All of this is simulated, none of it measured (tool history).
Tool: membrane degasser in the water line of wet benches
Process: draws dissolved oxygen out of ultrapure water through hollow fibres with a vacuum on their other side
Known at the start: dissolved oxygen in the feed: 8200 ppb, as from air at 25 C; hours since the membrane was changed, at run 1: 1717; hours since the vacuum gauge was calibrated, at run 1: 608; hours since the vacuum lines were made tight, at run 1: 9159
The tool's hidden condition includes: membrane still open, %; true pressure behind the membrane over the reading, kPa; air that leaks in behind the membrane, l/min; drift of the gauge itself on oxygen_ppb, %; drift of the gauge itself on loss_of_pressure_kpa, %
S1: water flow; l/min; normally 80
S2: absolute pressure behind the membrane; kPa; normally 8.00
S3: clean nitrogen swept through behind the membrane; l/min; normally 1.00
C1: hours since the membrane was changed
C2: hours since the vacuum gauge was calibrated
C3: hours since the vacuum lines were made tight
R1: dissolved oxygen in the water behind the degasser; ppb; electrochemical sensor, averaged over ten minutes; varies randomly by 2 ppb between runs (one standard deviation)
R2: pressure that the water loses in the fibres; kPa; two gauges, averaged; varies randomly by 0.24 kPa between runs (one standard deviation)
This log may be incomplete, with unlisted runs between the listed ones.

run 1 hour=0.0 | S1=80 S2=8.00 S3=1.00 | C1=1717 C2=608 C3=9159 | R1=614.7 R2=63.27
run 2 hour=38.1 | S1=80 S2=8.00 S3=1.00 | C1=1756 C2=646 C3=9197 | R1=616.6 R2=63.25
run 3 hour=62.7 | S1=80 S2=8.00 S3=1.00 | C1=1780 C2=670 C3=9222 | R1=616.9 R2=63.32
run 4 hour=110.1 | S1=65 S2=8.00 S3=1.00 | C1=1828 C2=718 C3=9269 | R1=531.5 R2=51.77
run 5 hour=145.0 | S1=65 S2=8.00 S3=1.00 | C1=1862 C2=753 C3=9304 | R1=532.2 R2=51.21
run 6 hour=169.3 | S1=80 S2=8.00 S3=1.00 | C1=1887 C2=777 C3=9328 | R1=611.5 R2=62.93
run 7 hour=208.2 | S1=53 S2=8.00 S3=1.00 | C1=1926 C2=816 C3=9367 | R1=460.5 R2=42.33
run 8 hour=248.5 | S1=53 S2=18.45 S3=1.00 | C1=1966 C2=856 C3=9407 | R1=1330.9 R2=42.37
run 9 hour=298.5 | S1=53 S2=18.45 S3=1.00 | C1=2016 C2=906 C3=9457 | R1=1330.9 R2=42.00
run 10 hour=321.6 | S1=80 S2=8.00 S3=0.49 | C1=2039 C2=929 C3=9480 | R1=916.2 R2=63.36
run 11 hour=374.5 | S1=71 S2=8.00 S3=1.00 | C1=2092 C2=982 C3=9533 | R1=568.0 R2=56.71
run 12 hour=410.5 | S1=78 S2=8.00 S3=1.00 | C1=2128 C2=1018 C3=9569 | R1=609.3 R2=61.50
run 13 hour=445.2 | S1=80 S2=8.00 S3=0.55 | C1=2163 C2=1053 C3=9604 | R1=860.7 R2=63.52
run 14 hour=498.9 | S1=80 S2=8.00 S3=1.00 | C1=2216 C2=1106 C3=9658 | R1=617.1 R2=63.50
run 15 hour=551.2 | S1=80 S2=10.58 S3=1.00 | C1=2269 C2=1159 C3=9710 | R1=917.3 R2=63.70
run 16 hour=598.0 | S1=80 S2=10.58 S3=1.00 | C1=2315 C2=1205 C3=9757 | R1=916.5 R2=63.26
run 17 hour=630.3 | S1=80 S2=8.00 S3=1.00 | C1=2348 C2=1238 C3=9789 | R1=616.4 R2=63.45
run 18 hour=657.9 | S1=80 S2=8.00 S3=1.00 | C1=2375 C2=1265 C3=9817 | R1=613.7 R2=63.68
run 19 hour=698.9 | S1=67 S2=14.22 S3=0.84 | C1=2416 C2=1306 C3=9858 | R1=1298.4 R2=53.22
run 20 hour=723.4 | S1=80 S2=11.45 S3=1.00 | C1=2441 C2=1331 C3=9882 | R1=1016.7 R2=63.20
run 21 hour=764.6 | S1=80 S2=11.45 S3=1.00 | C1=2482 C2=1372 C3=9923 | R1=1012.8 R2=63.62
run 22 hour=788.7 | S1=80 S2=11.45 S3=1.00 | C1=2506 C2=1396 C3=9948 | R1=1009.6 R2=63.33
run 23 hour=812.1 | S1=80 S2=11.45 S3=1.00 | C1=2530 C2=1420 C3=9971 | R1=1008.5 R2=64.01
run 24 hour=853.5 | S1=60 S2=10.49 S3=0.75 | C1=2571 C2=1461 C3=10012 | R1=906.4 R2=48.00
run 25 hour=884.0 | S1=60 S2=6.79 S3=0.62 | C1=2601 C2=1492 C3=10043 | R1=527.9 R2=47.31
run 26 hour=932.4 | S1=80 S2=8.00 S3=0.99 | C1=2650 C2=1540 C3=10091 | R1=625.1 R2=63.33
run 27 hour=983.1 | S1=78 S2=9.58 S3=0.48 | C1=2701 C2=1591 C3=10142 | R1=1191.8 R2=61.87
run 28 hour=1029.4 | S1=115 S2=8.00 S3=2.16 | C1=2747 C2=1637 C3=10188 | R1=490.0 R2=91.26
run 29 hour=1079.5 | S1=53 S2=10.00 S3=1.08 | C1=2797 C2=1687 C3=10238 | R1=612.5 R2=42.10
run 30 hour=1111.8 | S1=89 S2=12.17 S3=2.05 | C1=2829 C2=1719 C3=10271 | R1=723.0 R2=71.11
run 31 hour=1135.1 | S1=89 S2=12.17 S3=2.05 | C1=2853 C2=1743 C3=10294 | R1=724.0 R2=70.96
run 32 hour=1169.0 | S1=101 S2=8.00 S3=1.00 | C1=2886 C2=1776 C3=10328 | R1=721.0 R2=80.21
run 33 hour=1209.1 | S1=101 S2=8.00 S3=1.00 | C1=2927 C2=1817 C3=10368 | R1=718.8 R2=80.41

Below, each run's measurement less what the same run would have read without the hidden state. Both values contain the same run-to-run variation, but the gauge's scatter may not be the same in both:
run=1 R1=+2.4 R2=+0.44
run=2 R1=+2.6 R2=+0.45
run=3 R1=+2.6 R2=+0.46
run=4 R1=+2.8 R2=+0.39
run=5 R1=+2.9 R2=+0.39
run=6 R1=+3.1 R2=+0.49
run=7 R1=+3.3 R2=+0.33
run=8 R1=+2.8 R2=+0.34
run=9 R1=+2.9 R2=+0.35
run=10 R1=+0.2 R2=+0.54
run=11 R1=+3.8 R2=+0.49
run=12 R1=+4.0 R2=+0.54
run=13 R1=+1.6 R2=+0.57
run=14 R1=+4.4 R2=+0.58
run=15 R1=+3.4 R2=+0.59
run=16 R1=+3.6 R2=+0.61
run=17 R1=+5.0 R2=+0.62
run=18 R1=+5.1 R2=+0.62
run=19 R1=+1.5 R2=+0.53
run=20 R1=+3.6 R2=+0.64
run=21 R1=+3.8 R2=+0.66
run=22 R1=+3.9 R2=+0.66
run=23 R1=+3.9 R2=+0.67
run=24 R1=+3.2 R2=+0.51
run=25 R1=+5.6 R2=+0.52
run=26 R1=+6.3 R2=+0.71
run=27 R1=+0.6 R2=+0.70
run=28 R1=+7.7 R2=+1.05
run=29 R1=+5.8 R2=+0.50
run=30 R1=+6.3 R2=+0.84
run=31 R1=+6.4 R2=+0.85
run=32 R1=+8.3 R2=+0.98
run=33 R1=+8.5 R2=+0.99
